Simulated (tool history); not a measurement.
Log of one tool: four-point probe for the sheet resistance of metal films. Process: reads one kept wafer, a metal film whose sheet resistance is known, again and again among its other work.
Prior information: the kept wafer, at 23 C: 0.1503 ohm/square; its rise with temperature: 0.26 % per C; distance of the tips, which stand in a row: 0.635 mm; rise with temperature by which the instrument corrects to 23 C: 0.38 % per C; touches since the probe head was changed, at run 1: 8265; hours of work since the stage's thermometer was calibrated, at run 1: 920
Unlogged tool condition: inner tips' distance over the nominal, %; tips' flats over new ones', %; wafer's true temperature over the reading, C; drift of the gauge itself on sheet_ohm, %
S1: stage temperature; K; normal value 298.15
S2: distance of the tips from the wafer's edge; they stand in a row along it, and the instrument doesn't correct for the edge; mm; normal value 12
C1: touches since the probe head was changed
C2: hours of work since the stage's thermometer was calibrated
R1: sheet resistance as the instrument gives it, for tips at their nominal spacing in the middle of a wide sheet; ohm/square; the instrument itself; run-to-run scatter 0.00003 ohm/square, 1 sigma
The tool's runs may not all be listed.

run   hour      S1  S2     C1    C2        R1
  1    0.0  298.15  12   8265   920  0.150800
  2   23.3  298.15  12   9125   938  0.150801
  3   42.0  298.15  12   9817   952  0.150873
  4   56.0  298.15  12  10338   963  0.150805
  5   75.0  298.15  37  11042   978  0.150609
  6   96.5  298.15  12  11837   994  0.150876
  7  118.9  298.15  12  12665  1012  0.150871
  8  141.3  298.15  12  13493  1029  0.150891
  9  156.2  298.15  12  14043  1040  0.150879
 10  169.4  298.15   6  14533  1050  0.151606
 11  192.0  291.15   6  15369  1068  0.152851
 12  213.6  291.15   6  16170  1084  0.152915
 13  235.0  291.15   6  16960  1101  0.152941
 14  250.7  291.15   6  17541  1113  0.152858
     252.5  -- stage's thermometer calibrated
 15  266.0  291.15   6  18092    10  0.152911
 16  289.5  291.15  10  18959    29  0.152372
 17  308.1  302.15  12  19648    43  0.150320
     326.3  -- stage's thermometer calibrated, once more
 18  330.2  302.15  12  20448     3  0.150226
 19  343.6  298.15  11  20941    13  0.150930
 20  361.0  298.15  11  21587    27  0.150987
 21  375.8  298.15  11  22133    38  0.151028
 22  391.4  298.15  11  22711    50  0.151037
 23  406.0  293.15  12  23254    61  0.151858
 24  421.0  308.15  12  23806    73  0.149255
 25  436.3  308.15  12  24374    85  0.149293
 26  454.5  305.15   5  25045    99  0.150852
 27  474.8  292.15  22  25798   114  0.151945
 28  484.7  296.15  48  26163   122  0.151182
 29  495.3  293.15  61  26556   130  0.151768
 30  512.6  293.15  61  27197   144  0.151726
 31  528.3  293.15  29  27777   156  0.151784
 32  548.2  297.15  19  28515   171  0.151119
 33  566.0  299.15  75  29173   185  0.150731
 34  577.5  299.15  75  29599   193  0.150689
 35  590.5  299.15   7  30080   204  0.151338
 36  606.0  295.15  16  30653   215  0.151588
 37  627.2  295.15  15  31437   232  0.151565
 38  636.9  295.15  15  31797   239  0.151514
 39  658.6  295.15  15  32599   256  0.151618
 40  681.7  296.15  37  33454   274  0.151280

What will run 41 give?
 41  693.4  299.15   3  33886  283   ?

R1: 0.154330 ohm/square
On a tool with no hidden condition, and with the same random variation, this run would have come out at R1 0.153318 ohm/square.
